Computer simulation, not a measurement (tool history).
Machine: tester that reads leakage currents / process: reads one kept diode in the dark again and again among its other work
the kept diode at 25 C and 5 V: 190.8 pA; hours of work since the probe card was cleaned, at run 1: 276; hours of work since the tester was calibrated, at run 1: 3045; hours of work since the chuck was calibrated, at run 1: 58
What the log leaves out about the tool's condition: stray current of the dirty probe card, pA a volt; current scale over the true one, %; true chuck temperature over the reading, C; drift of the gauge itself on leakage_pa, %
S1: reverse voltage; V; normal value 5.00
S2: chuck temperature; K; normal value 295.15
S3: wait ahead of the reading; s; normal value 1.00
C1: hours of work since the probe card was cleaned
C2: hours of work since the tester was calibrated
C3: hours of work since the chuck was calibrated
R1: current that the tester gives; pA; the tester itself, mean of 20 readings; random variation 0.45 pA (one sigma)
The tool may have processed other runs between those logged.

{"run": 1, "hour": 0.0, "S1": 5.0, "S2": 295.15, "S3": 1.0, "C1": 276, "C2": 3045, "C3": 58, "R1": 148.41}
{"run": 2, "hour": 57.9, "S1": 5.0, "S2": 296.15, "S3": 1.0, "C1": 317, "C2": 3086, "C3": 99, "R1": 162.02}
{"run": 3, "hour": 184.1, "S1": 5.0, "S2": 296.15, "S3": 1.0, "C1": 407, "C2": 3176, "C3": 188, "R1": 161.64}
{"run": 4, "hour": 237.8, "S1": 5.0, "S2": 296.15, "S3": 1.0, "C1": 445, "C2": 3214, "C3": 227, "R1": 161.15}
{"run": 5, "hour": 354.8, "S1": 5.0, "S2": 296.15, "S3": 1.0, "C1": 528, "C2": 3297, "C3": 310, "R1": 160.76}
{"run": 6, "hour": 470.2, "S1": 5.0, "S2": 296.15, "S3": 1.0, "C1": 610, "C2": 3379, "C3": 391, "R1": 161.78}
{"run": 7, "hour": 542.1, "S1": 5.0, "S2": 312.15, "S3": 1.0, "C1": 661, "C2": 3430, "C3": 442, "R1": 623.14}
{"run": 8, "hour": 617.3, "S1": 5.0, "S2": 312.15, "S3": 1.0, "C1": 714, "C2": 3483, "C3": 496, "R1": 620.71}
{"run": 9, "hour": 681.6, "S1": 5.0, "S2": 295.15, "S3": 8.26, "C1": 760, "C2": 3529, "C3": 541, "R1": 146.26}
{"run": 10, "hour": 784.8, "S1": 5.0, "S2": 295.15, "S3": 8.26, "C1": 833, "C2": 3602, "C3": 615, "R1": 145.93}
{"run": 11, "hour": 864.6, "S1": 5.0, "S2": 295.15, "S3": 8.26, "C1": 889, "C2": 3658, "C3": 671, "R1": 146.08}
{"run": 12, "hour": 973.9, "S1": 5.0, "S2": 295.15, "S3": 1.0, "C1": 967, "C2": 3736, "C3": 749, "R1": 147.47}
{"run": 13, "hour": 1031.3, "S1": 5.0, "S2": 295.15, "S3": 1.0, "C1": 1008, "C2": 3777, "C3": 789, "R1": 148.72}
{"run": 14, "hour": 1151.4, "S1": 5.0, "S2": 295.15, "S3": 5.26, "C1": 1093, "C2": 3862, "C3": 875, "R1": 146.12}
{"run": 15, "hour": 1251.2, "S1": 5.0, "S2": 295.15, "S3": 1.0, "C1": 1164, "C2": 3933, "C3": 945, "R1": 146.91}
{"run": 16, "hour": 1327.2, "S1": 3.97, "S2": 308.15, "S3": 1.0, "C1": 1218, "C2": 3986, "C3": 999, "R1": 401.14}
{"run": 17, "hour": 1391.1, "S1": 3.97, "S2": 308.15, "S3": 1.0, "C1": 1263, "C2": 4032, "C3": 1045, "R1": 399.17}
{"run": 18, "hour": 1450.6, "S1": 1.13, "S2": 294.15, "S3": 0.64, "C1": 1305, "C2": 4074, "C3": 1087, "R1": 64.0}
{"run": 19, "hour": 1570.7, "S1": 1.45, "S2": 302.15, "S3": 1.0, "C1": 1390, "C2": 4159, "C3": 1172, "R1": 145.44}
{"run": 20, "hour": 1657.6, "S1": 1.45, "S2": 302.15, "S3": 1.0, "C1": 1452, "C2": 4221, "C3": 1234, "R1": 145.54}
{"run": 21, "hour": 1731.5, "S1": 1.45, "S2": 302.15, "S3": 1.0, "C1": 1504, "C2": 4273, "C3": 1286, "R1": 145.89}
{"run": 22, "hour": 1840.5, "S1": 1.45, "S2": 302.15, "S3": 1.0, "C1": 1582, "C2": 4351, "C3": 1363, "R1": 145.91}
{"run": 23, "hour": 1928.4, "S1": 1.45, "S2": 302.15, "S3": 1.0, "C1": 1644, "C2": 4413, "C3": 1426, "R1": 146.8}
{"run": 24, "hour": 2020.2, "S1": 5.0, "S2": 295.15, "S3": 1.05, "C1": 1709, "C2": 4478, "C3": 1491, "R1": 147.78}
{"run": 25, "hour": 2139.9, "S1": 5.0, "S2": 295.15, "S3": 1.82, "C1": 1794, "C2": 4563, "C3": 1576, "R1": 147.17}

Expected results for the next run?
{"run": 26, "hour": 2246.3, "S1": 9.55, "S2": 297.15, "S3": 1.0, "C1": 1869, "C2": 4638, "C3": 1651, "R1": "?"}

Run 26 came out at R1 245.49 pA.
Take away the tool's hidden state, keep the run-to-run variation as it was, and the same run would have given R1 246.08 pA.
